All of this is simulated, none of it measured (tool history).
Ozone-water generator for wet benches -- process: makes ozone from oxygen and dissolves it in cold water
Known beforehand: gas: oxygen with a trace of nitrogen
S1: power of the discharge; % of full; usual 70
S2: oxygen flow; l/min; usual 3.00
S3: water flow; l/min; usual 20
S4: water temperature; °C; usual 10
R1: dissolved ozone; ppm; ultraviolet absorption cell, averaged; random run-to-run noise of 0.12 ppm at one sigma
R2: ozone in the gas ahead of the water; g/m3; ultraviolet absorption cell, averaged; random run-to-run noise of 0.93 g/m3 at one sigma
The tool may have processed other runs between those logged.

| run | hour | S1 | S2 | S3 | S4 | R1 | R2 |
|---|---|---|---|---|---|---|---|
| 1 | 0.0 | 70 | 3.00 | 20 | 10 | 9.5 | 157.2 |
| 2 | 18.7 | 70 | 3.00 | 20 | 10 | 9.7 | 157.7 |
| 3 | 32.1 | 70 | 3.00 | 20 | 10 | 9.7 | 156.1 |
| 4 | 50.5 | 70 | 3.00 | 20 | 10 | 9.6 | 154.3 |
| 5 | 63.7 | 70 | 3.00 | 20 | 10 | 9.6 | 155.6 |
| 6 | 84.2 | 70 | 3.00 | 20 | 10 | 9.7 | 155.3 |
| 7 | 97.1 | 70 | 3.00 | 20 | 10 | 9.8 | 156.3 |
| 8 | 123.7 | 70 | 1.90 | 20 | 10 | 8.0 | 186.9 |
| 9 | 138.6 | 70 | 1.90 | 20 | 10 | 8.2 | 186.7 |
| 10 | 152.4 | 70 | 1.90 | 20 | 10 | 8.2 | 185.8 |
|  | 155.2 | water thermometer calibrated |
| 11 | 169.3 | 70 | 1.90 | 20 | 10 | 8.3 | 186.5 |
| 12 | 197.1 | 70 | 1.90 | 20 | 10 | 8.1 | 184.8 |
| 13 | 221.9 | 70 | 1.90 | 20 | 10 | 8.3 | 185.7 |
| 14 | 248.3 | 42 | 3.00 | 20 | 10 | 7.0 | 106.9 |
|  | 263.3 | water thermometer calibrated, once more |
| 15 | 263.3 | 70 | 3.00 | 20 | 10 | 9.7 | 154.2 |
| 16 | 277.9 | 44 | 3.00 | 20 | 10 | 6.6 | 111.2 |
| 17 | 303.8 | 44 | 3.00 | 20 | 10 | 6.7 | 111.4 |
| 18 | 330.7 | 44 | 3.00 | 25 | 16 | 5.2 | 113.0 |
| 19 | 359.4 | 44 | 3.00 | 25 | 16 | 5.2 | 111.0 |
| 20 | 383.0 | 50 | 3.00 | 12 | 14 | 11.7 | 123.2 |
| 21 | 407.6 | 50 | 3.00 | 12 | 14 | 11.6 | 122.1 |
| 22 | 438.3 | 50 | 3.00 | 12 | 14 | 11.8 | 121.7 |
| 23 | 454.1 | 70 | 3.00 | 20 | 14 | 9.2 | 154.3 |
| 24 | 471.2 | 85 | 3.00 | 32 | 10 | 6.8 | 176.9 |
| 25 | 487.6 | 85 | 3.00 | 32 | 10 | 6.9 | 178.4 |
| 26 | 515.2 | 42 | 3.73 | 30 | 18 | 4.6 | 99.3 |
| 27 | 533.8 | 70 | 3.00 | 15 | 10 | 12.6 | 155.2 |
| 28 | 546.8 | 40 | 2.72 | 16 | 10 | 7.7 | 106.6 |
| 29 | 575.7 | 40 | 2.72 | 14 | 10 | 9.1 | 108.4 |
| 30 | 588.2 | 70 | 1.59 | 20 | 9 | 7.5 | 198.6 |
| 31 | 615.7 | 70 | 1.59 | 20 | 9 | 7.6 | 198.4 |
| 32 | 636.7 | 66 | 1.57 | 12 | 10 | 12.0 | 190.7 |
| 33 | 650.4 | 66 | 1.57 | 29 | 13 | 4.5 | 191.0 |

A few steps of R1 between consecutive runs. Split each: what settings, incoming material and random variation would produce without the hidden state, and what is left over for the hidden state, along with gauge scatter present in only one of the two compared results (measured, and without hidden state):
The hidden state here: yield of the discharge, % of new electrodes'; contactor's efficiency, % of a clean one's; true water temperature over the reading, C; drift of the gauge itself on ozone_ppm, %; drift of the gauge itself on gas_g_m3, %.
Run 19 -> 20: S1 44 -> 50, S3 25 -> 12, S4 16 -> 14. R1 +6.5 ppm: hidden state -0.3, all else +6.8.
Run 26 -> 27: S1 42 -> 70, S2 3.73 -> 3.00, S3 30 -> 15, S4 18 -> 10. R1 +8.0 ppm: hidden state -0.4, all else +8.4.
Run 32 -> 33: S3 12 -> 29, S4 10 -> 13. R1 -7.5 ppm: hidden state +0.4, all else -7.9.

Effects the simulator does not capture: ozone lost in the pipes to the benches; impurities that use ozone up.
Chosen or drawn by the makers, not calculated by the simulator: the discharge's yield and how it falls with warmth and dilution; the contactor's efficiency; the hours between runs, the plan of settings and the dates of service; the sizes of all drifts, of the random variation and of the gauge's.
